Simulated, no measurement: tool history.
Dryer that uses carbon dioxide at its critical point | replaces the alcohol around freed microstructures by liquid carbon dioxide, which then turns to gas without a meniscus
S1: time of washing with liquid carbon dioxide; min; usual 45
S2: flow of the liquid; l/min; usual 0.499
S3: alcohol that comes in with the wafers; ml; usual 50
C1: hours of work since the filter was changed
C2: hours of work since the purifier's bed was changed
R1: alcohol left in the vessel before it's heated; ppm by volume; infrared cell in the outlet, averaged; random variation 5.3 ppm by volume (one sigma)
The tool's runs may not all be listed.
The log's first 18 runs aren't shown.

| run | hour | S1 | S2 | S3 | C1 | C2 | R1 |
|---|---|---|---|---|---|---|---|
| 19 | 338.5 | 45 | 0.499 | 50 | 144 | 572 | 391 |
| 20 | 355.8 | 45 | 0.499 | 50 | 153 | 580 | 409 |
| 21 | 379.5 | 58 | 0.499 | 36 | 165 | 592 | 218 |
|  | 394.9 | inlet filter changed |
| 22 | 396.1 | 49 | 0.524 | 36 | 1 | 600 | 212 |
| 23 | 421.8 | 45 | 0.499 | 60 | 13 | 612 | 317 |
| 24 | 436.5 | 45 | 0.499 | 60 | 20 | 620 | 331 |
| 25 | 448.9 | 45 | 0.499 | 60 | 27 | 626 | 331 |
| 26 | 460.4 | 56 | 0.340 | 26 | 32 | 631 | 313 |
| 27 | 480.3 | 56 | 0.340 | 26 | 42 | 641 | 311 |
| 28 | 499.9 | 56 | 0.322 | 80 | 52 | 651 | 742 |
| 29 | 513.9 | 45 | 0.538 | 50 | 59 | 658 | 302 |
| 30 | 539.0 | 34 | 0.370 | 43 | 71 | 670 | 1146 |
| 31 | 564.8 | 40 | 0.370 | 27 | 84 | 683 | 586 |
| 32 | 579.8 | 65 | 0.613 | 50 | 91 | 690 | 204 |
| 33 | 597.4 | 45 | 0.847 | 50 | 100 | 699 | 192 |
| 34 | 620.2 | 68 | 0.593 | 24 | 111 | 710 | 175 |
| 35 | 638.2 | 29 | 0.499 | 108 | 120 | 719 | 2201 |
| 36 | 655.3 | 29 | 0.499 | 108 | 128 | 727 | 2288 |
| 37 | 668.7 | 29 | 0.499 | 108 | 135 | 734 | 2257 |
| 38 | 692.8 | 62 | 0.499 | 108 | 147 | 746 | 301 |
| 39 | 715.8 | 40 | 0.405 | 63 | 158 | 757 | 1143 |

4 ways to go on from here, each from the tool as it stands after run 39. What would each give?
| A | 727.6 | 40 | 0.549 | 40 | 164 | 763 | ? |
| B | 727.6 | 52 | 0.334 | 46 | 164 | 763 | ? |
| C | 727.6 | 59 | 0.500 | 50 | 164 | 763 | ? |
| D | 727.6 | 39 | 0.405 | 22 | 164 | 763 | ? |

| run | R1 |
|---|---|
| A | 436 |
| B | 788 |
| C | 293 |
| D | 578 |
Without the tool's hidden state the same runs would have given:
| run | R1 |
|---|---|
| A | 115 |
| B | 323 |
| C | 40 |
| D | 222 |
